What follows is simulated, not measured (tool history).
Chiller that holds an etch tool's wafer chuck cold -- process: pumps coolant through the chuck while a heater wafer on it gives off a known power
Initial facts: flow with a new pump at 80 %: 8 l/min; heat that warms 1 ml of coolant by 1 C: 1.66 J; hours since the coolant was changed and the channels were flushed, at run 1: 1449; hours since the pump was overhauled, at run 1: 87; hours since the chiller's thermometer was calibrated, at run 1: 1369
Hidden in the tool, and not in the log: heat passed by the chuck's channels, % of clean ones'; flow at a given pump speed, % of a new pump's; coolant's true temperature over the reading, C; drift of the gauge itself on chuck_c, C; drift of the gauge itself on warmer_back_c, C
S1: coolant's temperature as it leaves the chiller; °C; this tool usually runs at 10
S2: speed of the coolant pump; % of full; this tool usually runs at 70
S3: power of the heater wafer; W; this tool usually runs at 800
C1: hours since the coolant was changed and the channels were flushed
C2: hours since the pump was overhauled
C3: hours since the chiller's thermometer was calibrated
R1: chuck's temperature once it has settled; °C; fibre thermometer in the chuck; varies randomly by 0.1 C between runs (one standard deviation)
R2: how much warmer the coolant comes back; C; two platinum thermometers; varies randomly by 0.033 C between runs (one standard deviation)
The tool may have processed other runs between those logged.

Run 1, day 0: usual settings; C1 1449; C2 87; C3 1369. Result: R1 21.8 °C, R2 4.16 C.
Run 2, day 1.004: usual settings; C1 1474; C2 111; C3 1393. Result: R1 22 °C, R2 4.13 C.
Run 3, day 3.158: usual settings; C1 1525; C2 163; C3 1445. Result: R1 22 °C, R2 4.2 C.
Run 4, day 5.446: usual settings but S3 514 W; C1 1580; C2 217; C3 1500. Result: R1 17.9 °C, R2 2.75 C.
Run 5, day 7.371: usual settings but S3 514 W; C1 1626; C2 264; C3 1546. Result: R1 17.7 °C, R2 2.73 C.
Run 6, day 8.733: usual settings but S3 514 W; C1 1659; C2 296; C3 1579. Result: R1 17.8 °C, R2 2.75 C.
Run 7, day 11.071: usual settings but S1 12 °C, S2 99 % of full; C1 1715; C2 353; C3 1635. Result: R1 21.7 °C, R2 2.93 C.
Run 8, day 12.208: usual settings but S3 734 W; C1 1742; C2 380; C3 1662. Result: R1 21.2 °C, R2 3.88 C.
Run 9, day 13.467: usual settings but S3 734 W; C1 1773; C2 410; C3 1693. Result: R1 21.2 °C, R2 3.83 C.
Run 10, day 14.638: usual settings but S1 7 °C, S2 77 % of full, S3 558 W; C1 1801; C2 438; C3 1721. Result: R1 15.2 °C, R2 2.66 C.
Run 11, day 16.233: usual settings but S1 9 °C, S2 60 % of full, S3 558 W; C1 1839; C2 476; C3 1759. Result: R1 18.5 °C, R2 3.43 C.
Run 12, day 17.967: usual settings but S1 9 °C, S2 79 % of full, S3 1017 W; C1 1881; C2 518; C3 1800. Result: R1 23 °C, R2 4.76 C.

4 ways to go on from here, each from the tool as it stands after run 12. What would each give?
Run A, day 20.096: usual settings but S1 9 °C, S2 67 % of full, S3 525 W; C1 1932; C2 569; C3 1852. Result: R1 ?, R2 ?.
Run B, day 20.096: usual settings but S1 2 °C, S2 79 % of full, S3 1017 W; C1 1932; C2 569; C3 1852. Result: R1 ?, R2 ?.
Run C, day 20.096: usual settings but S1 9 °C, S2 79 % of full, S3 705 W; C1 1932; C2 569; C3 1852. Result: R1 ?, R2 ?.
Run D, day 20.096: usual settings but S1 9 °C, S2 78 % of full, S3 1017 W; C1 1932; C2 569; C3 1852. Result: R1 ?, R2 ?.

run    R1    R2
  A  17.5  2.91
  B  16.4  4.82
  C    19  3.29
  D  23.5  4.78
With the hidden condition removed and each run's random variation left untouched, the same runs would have given:
run    R1    R2
  A  16.7  2.85
  B  15.2  4.72
  C  18.1  3.22
  D  22.2  4.67
